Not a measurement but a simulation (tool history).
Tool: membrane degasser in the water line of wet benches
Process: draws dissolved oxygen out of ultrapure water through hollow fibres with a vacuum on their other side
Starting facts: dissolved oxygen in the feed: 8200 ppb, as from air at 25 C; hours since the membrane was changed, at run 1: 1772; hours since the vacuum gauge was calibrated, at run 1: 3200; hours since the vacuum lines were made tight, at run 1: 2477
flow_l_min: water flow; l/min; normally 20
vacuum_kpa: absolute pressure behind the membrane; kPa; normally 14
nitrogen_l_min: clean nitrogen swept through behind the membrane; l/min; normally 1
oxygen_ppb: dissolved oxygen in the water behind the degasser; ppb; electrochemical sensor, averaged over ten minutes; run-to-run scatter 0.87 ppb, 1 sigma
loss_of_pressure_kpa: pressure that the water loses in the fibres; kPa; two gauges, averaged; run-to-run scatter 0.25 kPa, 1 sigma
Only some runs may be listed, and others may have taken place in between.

run	hour	flow_l_min	vacuum_kpa	nitrogen_l_min	hours since the membrane was changed	hours since the vacuum gauge was calibrated	hours since the vacuum lines were made tight	oxygen_ppb	loss_of_pressure_kpa
1	0	20	14	1	1772	3200	2477	467.5	65.84
2	146.8	20	14	1	1919	3347	2624	466.6	66.93
3	267	20	14	1	2039	3467	2744	466.2	66.37
4	366.4	20	14	1	2139	3567	2843	467.8	66.36
5	482.2	20	14	1	2255	3682	2959	465.8	66.9
6	560.2	29	14	1	2333	3760	3037	632.5	96.84
7	668.7	14	10.8	0.48	2441	3869	3146	455.7	46.81

Run 8 comes next. What will it give?
8	787.9	28	10.8	0.58	2560	3988	3265	?	?

oxygen_ppb: 674.8 ppb
loss_of_pressure_kpa: 93.41 kPa
Had the tool carried no hidden state, the very same run would have given oxygen_ppb 668.9 ppb, loss_of_pressure_kpa 92.08 kPa.
